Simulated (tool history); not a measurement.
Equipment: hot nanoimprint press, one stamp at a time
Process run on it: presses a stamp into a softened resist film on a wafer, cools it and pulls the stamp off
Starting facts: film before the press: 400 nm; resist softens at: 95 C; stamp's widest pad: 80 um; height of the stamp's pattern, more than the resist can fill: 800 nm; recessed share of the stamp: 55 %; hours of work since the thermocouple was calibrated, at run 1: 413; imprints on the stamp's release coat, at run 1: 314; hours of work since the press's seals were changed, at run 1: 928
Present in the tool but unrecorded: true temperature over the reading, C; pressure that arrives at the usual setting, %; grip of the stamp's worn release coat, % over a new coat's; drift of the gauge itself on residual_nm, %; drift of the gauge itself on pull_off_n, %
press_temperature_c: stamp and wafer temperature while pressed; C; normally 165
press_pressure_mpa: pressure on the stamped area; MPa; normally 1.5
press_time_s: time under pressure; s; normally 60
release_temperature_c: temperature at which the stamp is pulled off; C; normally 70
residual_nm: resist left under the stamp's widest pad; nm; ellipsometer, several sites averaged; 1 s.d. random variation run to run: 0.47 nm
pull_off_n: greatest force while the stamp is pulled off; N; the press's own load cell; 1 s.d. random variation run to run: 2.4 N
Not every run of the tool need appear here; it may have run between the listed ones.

run,day,press_temperature_c,press_pressure_mpa,press_time_s,release_temperature_c,hours of work since the thermocouple was calibrated,imprints on the stamp's release coat,hours of work since the press's seals were changed,residual_nm,pull_off_n
1,0,165,1.5,60,70,413,314,928,160.5,198
# day 1.004: plate thermocouple calibrated
2,2.85,165,1.5,60,70,33,554,977,161.5,195
3,5.467,165,1.5,60,70,80,784,1024,161.2,197
4,7.825,165,1.5,60,70,123,992,1067,161.5,198
5,9.312,165,1.5,60,58,150,1123,1093,162,256
6,12.125,165,1.5,60,58,200,1371,1144,161.8,253
7,13.7,154,1.69,60,70,228,1510,1172,272.3,201
8,16.175,176,1.08,87,68,273,1728,1217,87,206
9,17.429,165,1.5,44,70,296,1839,1239,183,202
# day 18.933: stamp cleaned and given a new release coat
10,18.996,165,1.77,111,70,319,5,1263,115.8,198
# day 20.054: press's hydraulic seals changed and the load cell set to zero
11,22.342,175,1.19,33,77,373,271,41,133.6,164
12,24.408,168,1.71,33,77,411,453,78,164.4,162

Consider 3 possible next runs. They are alternatives, not a sequence: every one starts from the tool as it was left by run 12. What does each give?
# day 25.6: plate thermocouple calibrated
A,26.742,168,2.18,103,70,21,648,118,?,?
# day 25.6: plate thermocouple calibrated
B,26.742,165,1.5,44,73,21,648,118,?,?
# day 25.6: plate thermocouple calibrated
C,26.742,165,1.48,85,77,21,648,118,?,?

run,residual_nm,pull_off_n
A,89.7,199
B,184,183
C,142.2,170
Take away the tool's hidden state, keep each run's random variation, and the runs would have read:
run,residual_nm,pull_off_n
A,89.1,198
B,182.8,183
C,141.2,170
